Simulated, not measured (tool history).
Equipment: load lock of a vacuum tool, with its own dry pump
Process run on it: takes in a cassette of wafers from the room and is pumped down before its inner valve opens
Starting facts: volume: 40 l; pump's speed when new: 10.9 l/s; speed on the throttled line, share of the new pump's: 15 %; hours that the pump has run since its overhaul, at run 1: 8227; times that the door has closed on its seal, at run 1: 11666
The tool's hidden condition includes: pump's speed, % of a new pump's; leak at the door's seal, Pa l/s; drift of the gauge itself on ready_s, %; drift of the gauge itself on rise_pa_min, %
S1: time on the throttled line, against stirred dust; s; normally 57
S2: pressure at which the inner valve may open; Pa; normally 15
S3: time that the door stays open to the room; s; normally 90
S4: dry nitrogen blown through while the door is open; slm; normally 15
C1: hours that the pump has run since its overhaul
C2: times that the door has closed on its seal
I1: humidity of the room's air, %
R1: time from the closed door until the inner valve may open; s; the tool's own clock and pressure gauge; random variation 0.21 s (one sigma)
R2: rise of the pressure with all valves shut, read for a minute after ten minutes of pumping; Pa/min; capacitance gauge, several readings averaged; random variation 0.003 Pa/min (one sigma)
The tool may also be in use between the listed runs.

run    hour  S1  S2   S3  S4     C1     C2    I1     R1     R2
  1     0.0  57  15   90  15   8227  11666  47.5   82.4  0.049
  2   139.5  57  15   90  15   8366  11969  49.7   82.7  0.058
  3   361.4  57  15  133  15   8588  12452  42.3   82.5  0.056
  4   486.9  37  15   90  15   8714  12725  44.9   66.4  0.050
  5   648.6  37  15   90  15   8875  13077  42.7   66.2  0.057
  6   885.1  37  15   90  15   9112  13591  44.2   66.2  0.052
  7  1008.8  37  15   90  15   9235  13860  44.1   66.2  0.056
  8  1247.8  57  11   90  15   9474  14380  44.0   83.8  0.052
  9  1398.0  41  15   28   5   9625  14707  43.2   69.9  0.057
 10  1599.3  41  15   28   5   9826  15145  45.9   69.5  0.066
 11  1810.6  39  15  233  17  10037  15605  44.7   68.4  0.069
 12  2054.6  61  20  154   5  10281  16135  45.8   85.1  0.090
 13  2217.0  61  20  154   5  10444  16489  46.2   85.3  0.095
 14  2444.6  61  10  154  17  10671  16984  47.3   88.3  0.072
 15  2580.9  57  24   31  15  10807  17280  46.3   81.4  0.054
 16  2713.9  93  15   90  15  10941  17570  42.6  113.5  0.062

3 ways to go on from here, each from the tool as it stands after run 16. What would each give?
  A  2895.4  57  18  84   8  11122  17965  45.5   ?   ?
  B  2895.4  57  15  47  15  11122  17965  44.7   ?   ?
  C  2895.4  93  15  31  15  11122  17965  46.1   ?   ?

run     R1     R2
  A   82.7  0.079
  B   83.6  0.050
  C  112.9  0.046
Take away the tool's hidden state, keep each run's random variation, and the runs would have read:
run     R1     R2
  A   80.3  0.051
  B   81.1  0.023
  C  111.0  0.019
